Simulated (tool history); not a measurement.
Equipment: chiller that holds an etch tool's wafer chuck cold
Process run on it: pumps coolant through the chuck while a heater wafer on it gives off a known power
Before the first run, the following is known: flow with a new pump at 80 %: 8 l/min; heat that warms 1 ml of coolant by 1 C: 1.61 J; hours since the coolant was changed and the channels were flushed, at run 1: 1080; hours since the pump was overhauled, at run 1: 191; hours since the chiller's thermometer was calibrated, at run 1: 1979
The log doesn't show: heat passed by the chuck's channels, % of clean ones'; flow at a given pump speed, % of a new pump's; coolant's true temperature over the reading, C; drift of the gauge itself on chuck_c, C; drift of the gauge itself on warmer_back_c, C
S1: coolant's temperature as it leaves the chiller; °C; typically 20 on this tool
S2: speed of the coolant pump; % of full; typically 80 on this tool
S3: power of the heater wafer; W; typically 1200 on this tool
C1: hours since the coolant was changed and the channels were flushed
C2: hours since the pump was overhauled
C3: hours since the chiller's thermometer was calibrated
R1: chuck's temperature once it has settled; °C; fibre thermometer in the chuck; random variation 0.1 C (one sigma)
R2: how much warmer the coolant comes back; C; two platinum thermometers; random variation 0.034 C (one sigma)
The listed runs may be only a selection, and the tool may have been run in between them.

run 1 hour=0.0 | S1=20 S2=80 S3=1200 | C1=1080 C2=191 C3=1979 | R1=29.9 R2=5.68
run 2 hour=56.6 | S1=20 S2=80 S3=1200 | C1=1136 C2=248 C3=2036 | R1=30.0 R2=5.64
run 3 hour=167.8 | S1=20 S2=80 S3=1200 | C1=1248 C2=359 C3=2147 | R1=29.9 R2=5.62
run 4 hour=232.9 | S1=20 S2=80 S3=956 | C1=1313 C2=424 C3=2212 | R1=27.8 R2=4.44
run 5 hour=331.0 | S1=20 S2=80 S3=856 | C1=1411 C2=522 C3=2310 | R1=27.1 R2=4.07
run 6 hour=405.9 | S1=20 S2=80 S3=856 | C1=1486 C2=597 C3=2385 | R1=27.1 R2=4.04
run 7 hour=461.9 | S1=20 S2=80 S3=856 | C1=1542 C2=653 C3=2441 | R1=26.9 R2=4.07
run 8 hour=533.3 | S1=20 S2=80 S3=760 | C1=1613 C2=725 C3=2512 | R1=26.2 R2=3.61
run 9 hour=637.2 | S1=20 S2=80 S3=760 | C1=1717 C2=829 C3=2616 | R1=26.3 R2=3.61
run 10 hour=740.5 | S1=20 S2=80 S3=760 | C1=1820 C2=932 C3=2720 | R1=26.3 R2=3.64
run 11 hour=812.0 | S1=20 S2=80 S3=1200 | C1=1892 C2=1003 C3=2791 | R1=30.1 R2=5.74
run 12 hour=913.1 | S1=20 S2=80 S3=1200 | C1=1993 C2=1104 C3=2892 | R1=29.9 R2=5.60
run 13 hour=1024.2 | S1=20 S2=80 S3=1200 | C1=2104 C2=1216 C3=3003 | R1=30.1 R2=5.70
run 14 hour=1069.4 | S1=20 S2=80 S3=1404 | C1=2149 C2=1261 C3=3049 | R1=31.7 R2=6.68
run 15 hour=1117.2 | S1=20 S2=80 S3=1404 | C1=2197 C2=1309 C3=3096 | R1=31.7 R2=6.71
run 16 hour=1197.9 | S1=20 S2=80 S3=1404 | C1=2278 C2=1389 C3=3177 | R1=31.6 R2=6.68
run 17 hour=1304.2 | S1=12 S2=66 S3=1154 | C1=2384 C2=1496 C3=3283 | R1=23.1 R2=6.61
run 18 hour=1353.4 | S1=16 S2=61 S3=668 | C1=2433 C2=1545 C3=3333 | R1=23.0 R2=4.12
run 19 hour=1456.5 | S1=29 S2=67 S3=770 | C1=2536 C2=1648 C3=3436 | R1=36.4 R2=4.37
run 20 hour=1514.3 | S1=22 S2=80 S3=1033 | C1=2594 C2=1706 C3=3493 | R1=30.5 R2=4.87
run 21 hour=1589.1 | S1=14 S2=77 S3=1200 | C1=2669 C2=1780 C3=3568 | R1=24.4 R2=5.90
run 22 hour=1698.9 | S1=12 S2=85 S3=612 | C1=2779 C2=1890 C3=3678 | R1=16.7 R2=2.72
run 23 hour=1777.0 | S1=12 S2=80 S3=709 | C1=2857 C2=1968 C3=3756 | R1=17.9 R2=3.38
run 24 hour=1831.2 | S1=17 S2=80 S3=1007 | C1=2911 C2=2023 C3=3810 | R1=25.4 R2=4.87
run 25 hour=1893.5 | S1=17 S2=80 S3=1007 | C1=2973 C2=2085 C3=3873 | R1=25.6 R2=4.81
run 26 hour=1981.9 | S1=15 S2=83 S3=1457 | C1=3062 C2=2173 C3=3961 | R1=26.9 R2=6.74
run 27 hour=2052.0 | S1=10 S2=80 S3=1655 | C1=3132 C2=2243 C3=4031 | R1=23.9 R2=7.87
run 28 hour=2123.2 | S1=15 S2=67 S3=957 | C1=3203 C2=2315 C3=4102 | R1=24.3 R2=5.48
run 29 hour=2195.1 | S1=20 S2=96 S3=1200 | C1=3275 C2=2386 C3=4174 | R1=28.5 R2=4.82
run 30 hour=2304.8 | S1=20 S2=79 S3=1200 | C1=3385 C2=2496 C3=4284 | R1=30.3 R2=5.82
run 31 hour=2356.9 | S1=20 S2=79 S3=1200 | C1=3437 C2=2548 C3=4336 | R1=30.2 R2=5.89

Each row is a separate what-if for the run after 31, all from the same tool condition, not one after another. Results?
run A hour=2416.1 | S1=15 S2=90 S3=1375 | C1=3496 C2=2607 C3=4395 | R1=? R2=?
run B hour=2416.1 | S1=16 S2=88 S3=1200 | C1=3496 C2=2607 C3=4395 | R1=? R2=?
run C hour=2416.1 | S1=10 S2=85 S3=1200 | C1=3496 C2=2607 C3=4395 | R1=? R2=?
run D hour=2416.1 | S1=11 S2=79 S3=1718 | C1=3496 C2=2607 C3=4395 | R1=? R2=?
run E hour=2416.1 | S1=21 S2=66 S3=1133 | C1=3496 C2=2607 C3=4395 | R1=? R2=?

run=A R1=25.5 R2=5.89
run=B R1=25.4 R2=5.24
run=C R1=19.7 R2=5.46
run=D R1=25.7 R2=8.36
run=E R1=32.1 R2=6.55
The same runs, with their run-to-run variation unchanged, on a tool lacking any hidden condition would have given:
run=A R1=25.2 R2=5.74
run=B R1=25.2 R2=5.11
run=C R1=19.6 R2=5.31
run=D R1=25.3 R2=8.15
run=E R1=31.9 R2=6.38
